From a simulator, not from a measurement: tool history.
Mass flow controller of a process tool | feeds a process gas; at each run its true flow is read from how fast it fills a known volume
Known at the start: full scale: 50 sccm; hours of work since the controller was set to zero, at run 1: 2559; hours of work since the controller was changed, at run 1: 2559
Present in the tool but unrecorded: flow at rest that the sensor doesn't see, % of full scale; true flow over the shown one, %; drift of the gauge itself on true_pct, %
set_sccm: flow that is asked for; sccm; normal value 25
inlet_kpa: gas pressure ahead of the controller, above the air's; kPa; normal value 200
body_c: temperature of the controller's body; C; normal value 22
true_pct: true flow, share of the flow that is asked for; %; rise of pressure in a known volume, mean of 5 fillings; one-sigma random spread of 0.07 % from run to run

| run | hour | set_sccm | inlet_kpa | body_c | hours of work since the controller was set to zero | hours of work since the controller was changed | true_pct |
|---|---|---|---|---|---|---|---|
| 1 | 0 | 25 | 200 | 22 | 2559 | 2559 | 98.28 |
| 2 | 281.2 | 25 | 200 | 22 | 2763 | 2763 | 98.33 |
| 3 | 470 | 25 | 200 | 22 | 2900 | 2900 | 98.17 |
| 4 | 768.5 | 25 | 200 | 22 | 3116 | 3116 | 98.11 |
| 5 | 977.3 | 25 | 200 | 22 | 3268 | 3268 | 98.07 |
| 6 | 1195.4 | 25 | 200 | 22 | 3426 | 3426 | 97.89 |
| 7 | 1421.7 | 25 | 200 | 22 | 3590 | 3590 | 97.86 |
| 8 | 1601.7 | 25 | 200 | 22 | 3721 | 3721 | 97.9 |
| 9 | 1838.3 | 25 | 200 | 22 | 3893 | 3893 | 97.79 |
| 10 | 2173.5 | 25 | 200 | 22 | 4136 | 4136 | 97.61 |
| 11 | 2385 | 25 | 200 | 22 | 4289 | 4289 | 97.49 |
| 12 | 2624.5 | 25 | 200 | 20 | 4463 | 4463 | 97.61 |
| 13 | 2926.7 | 5 | 216 | 31 | 4683 | 4683 | 93.89 |
| 14 | 3099.4 | 22 | 181 | 31 | 4808 | 4808 | 96.77 |
| 15 | 3292.1 | 16 | 181 | 39 | 4948 | 4948 | 95.86 |
| 16 | 3466 | 7 | 226 | 29 | 5074 | 5074 | 94.48 |
| 17 | 3734.8 | 42 | 200 | 24 | 5269 | 5269 | 97.97 |
| 18 | 3906.6 | 42 | 200 | 24 | 5394 | 5394 | 97.9 |
| 19 | 4235 | 42 | 200 | 24 | 5632 | 5632 | 97.87 |
| 20 | 4489 | 30 | 165 | 24 | 5816 | 5816 | 97.33 |

Run 21 is up next; what results do you expect?
| 21 | 4717.1 | 30 | 165 | 24 | 5982 | 5982 | ? |

Logged for run 21: true_pct 97.18 %.
Had the tool carried no hidden state, the very same run would have given true_pct 99.41 %.
